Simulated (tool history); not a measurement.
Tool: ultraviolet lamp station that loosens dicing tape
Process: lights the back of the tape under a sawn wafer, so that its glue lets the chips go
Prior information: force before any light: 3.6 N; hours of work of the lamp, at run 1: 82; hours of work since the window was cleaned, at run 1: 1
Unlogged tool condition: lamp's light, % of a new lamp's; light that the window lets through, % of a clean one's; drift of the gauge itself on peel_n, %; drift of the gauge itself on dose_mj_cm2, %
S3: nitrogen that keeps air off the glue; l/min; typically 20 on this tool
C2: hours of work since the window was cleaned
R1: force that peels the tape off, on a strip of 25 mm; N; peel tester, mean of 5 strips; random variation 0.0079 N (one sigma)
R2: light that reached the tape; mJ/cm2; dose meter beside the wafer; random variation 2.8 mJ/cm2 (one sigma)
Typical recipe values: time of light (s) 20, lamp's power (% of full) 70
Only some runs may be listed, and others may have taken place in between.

run 1 hour=0.0 | time_of_light_(s)=20 lamp's_power_(%_of_full)=70 S3=20 | hours_of_work_of_the_lamp=82 C2=1 | R1=0.325 R2=374
run 2 hour=8.5 | time_of_light_(s)=20 lamp's_power_(%_of_full)=70 S3=20 | hours_of_work_of_the_lamp=86 C2=6 | R1=0.327 R2=369
run 3 hour=14.2 | time_of_light_(s)=20 lamp's_power_(%_of_full)=72 S3=20 | hours_of_work_of_the_lamp=90 C2=9 | R1=0.305 R2=381
run 4 hour=18.9 | time_of_light_(s)=20 lamp's_power_(%_of_full)=72 S3=20 | hours_of_work_of_the_lamp=92 C2=12 | R1=0.309 R2=378
run 5 hour=27.8 | time_of_light_(s)=18 lamp's_power_(%_of_full)=70 S3=20 | hours_of_work_of_the_lamp=97 C2=17 | R1=0.351 R2=327
run 6 hour=32.3 | time_of_light_(s)=18 lamp's_power_(%_of_full)=70 S3=20 | hours_of_work_of_the_lamp=100 C2=20 | R1=0.340 R2=333
run 7 hour=38.9 | time_of_light_(s)=15 lamp's_power_(%_of_full)=70 S3=20 | hours_of_work_of_the_lamp=103 C2=23 | R1=0.467 R2=276
run 8 hour=48.0 | time_of_light_(s)=15 lamp's_power_(%_of_full)=70 S3=20 | hours_of_work_of_the_lamp=109 C2=28 | R1=0.460 R2=278
run 9 hour=55.5 | time_of_light_(s)=15 lamp's_power_(%_of_full)=82 S3=20 | hours_of_work_of_the_lamp=113 C2=33 | R1=0.367 R2=320
run 10 hour=59.6 | time_of_light_(s)=15 lamp's_power_(%_of_full)=82 S3=20 | hours_of_work_of_the_lamp=115 C2=35 | R1=0.378 R2=317
run 11 hour=66.7 | time_of_light_(s)=20 lamp's_power_(%_of_full)=70 S3=7 | hours_of_work_of_the_lamp=119 C2=39 | R1=0.552 R2=368
run 12 hour=72.0 | time_of_light_(s)=20 lamp's_power_(%_of_full)=70 S3=7 | hours_of_work_of_the_lamp=122 C2=42 | R1=0.553 R2=358
run 13 hour=80.3 | time_of_light_(s)=23 lamp's_power_(%_of_full)=70 S3=7 | hours_of_work_of_the_lamp=127 C2=47 | R1=0.481 R2=412
run 14 hour=88.1 | time_of_light_(s)=20 lamp's_power_(%_of_full)=70 S3=9 | hours_of_work_of_the_lamp=131 C2=51 | R1=0.491 R2=363
run 15 hour=95.8 | time_of_light_(s)=20 lamp's_power_(%_of_full)=61 S3=9 | hours_of_work_of_the_lamp=135 C2=55 | R1=0.607 R2=312
run 16 hour=102.1 | time_of_light_(s)=20 lamp's_power_(%_of_full)=61 S3=9 | hours_of_work_of_the_lamp=139 C2=59 | R1=0.588 R2=314
run 17 hour=106.3 | time_of_light_(s)=20 lamp's_power_(%_of_full)=61 S3=9 | hours_of_work_of_the_lamp=141 C2=61 | R1=0.617 R2=309
run 18 hour=112.6 | time_of_light_(s)=20 lamp's_power_(%_of_full)=61 S3=9 | hours_of_work_of_the_lamp=145 C2=65 | R1=0.611 R2=310
run 19 hour=121.4 | time_of_light_(s)=20 lamp's_power_(%_of_full)=61 S3=19 | hours_of_work_of_the_lamp=150 C2=70 | R1=0.406 R2=304
run 20 hour=126.2 | time_of_light_(s)=20 lamp's_power_(%_of_full)=70 S3=20 | hours_of_work_of_the_lamp=152 C2=72 | R1=0.334 R2=356
run 21 hour=132.2 | time_of_light_(s)=20 lamp's_power_(%_of_full)=70 S3=20 | hours_of_work_of_the_lamp=156 C2=76 | R1=0.346 R2=355
run 22 hour=138.3 | time_of_light_(s)=20 lamp's_power_(%_of_full)=70 S3=20 | hours_of_work_of_the_lamp=159 C2=79 | R1=0.329 R2=351
run 23 hour=143.3 | time_of_light_(s)=21 lamp's_power_(%_of_full)=66 S3=13 | hours_of_work_of_the_lamp=162 C2=82 | R1=0.426 R2=346
run 24 hour=148.0 | time_of_light_(s)=21 lamp's_power_(%_of_full)=66 S3=13 | hours_of_work_of_the_lamp=165 C2=85 | R1=0.425 R2=344
run 25 hour=152.2 | time_of_light_(s)=21 lamp's_power_(%_of_full)=66 S3=30 | hours_of_work_of_the_lamp=167 C2=87 | R1=0.299 R2=349
run 26 hour=156.1 | time_of_light_(s)=20 lamp's_power_(%_of_full)=94 S3=8 | hours_of_work_of_the_lamp=169 C2=89 | R1=0.384 R2=472
run 27 hour=160.6 | time_of_light_(s)=38 lamp's_power_(%_of_full)=94 S3=37 | hours_of_work_of_the_lamp=172 C2=92 | R1=0.250 R2=902
run 28 hour=169.1 | time_of_light_(s)=14 lamp's_power_(%_of_full)=63 S3=12 | hours_of_work_of_the_lamp=176 C2=96 | R1=0.801 R2=220
run 29 hour=175.0 | time_of_light_(s)=15 lamp's_power_(%_of_full)=64 S3=12 | hours_of_work_of_the_lamp=180 C2=100 | R1=0.732 R2=240
run 30 hour=181.3 | time_of_light_(s)=20 lamp's_power_(%_of_full)=74 S3=20 | hours_of_work_of_the_lamp=183 C2=103 | R1=0.311 R2=365
run 31 hour=187.1 | time_of_light_(s)=15 lamp's_power_(%_of_full)=94 S3=18 | hours_of_work_of_the_lamp=187 C2=106 | R1=0.357 R2=351
run 32 hour=190.8 | time_of_light_(s)=31 lamp's_power_(%_of_full)=76 S3=20 | hours_of_work_of_the_lamp=189 C2=109 | R1=0.236 R2=580
run 33 hour=199.9 | time_of_light_(s)=14 lamp's_power_(%_of_full)=76 S3=9 | hours_of_work_of_the_lamp=194 C2=114 | R1=0.747 R2=263
run 34 hour=209.0 | time_of_light_(s)=14 lamp's_power_(%_of_full)=76 S3=9 | hours_of_work_of_the_lamp=199 C2=119 | R1=0.746 R2=257

Run 35, settings as shown, results not yet in. Your forecast:
run 35 hour=214.7 | time_of_light_(s)=14 lamp's_power_(%_of_full)=76 S3=9 | hours_of_work_of_the_lamp=202 C2=122 | R1=? R2=?

Run 35 yielded R1 0.751 N, R2 264 mJ/cm2.
Were there no unlogged condition in the tool, this run, its random variation unchanged, would have produced R1 0.638 N, R2 299 mJ/cm2.
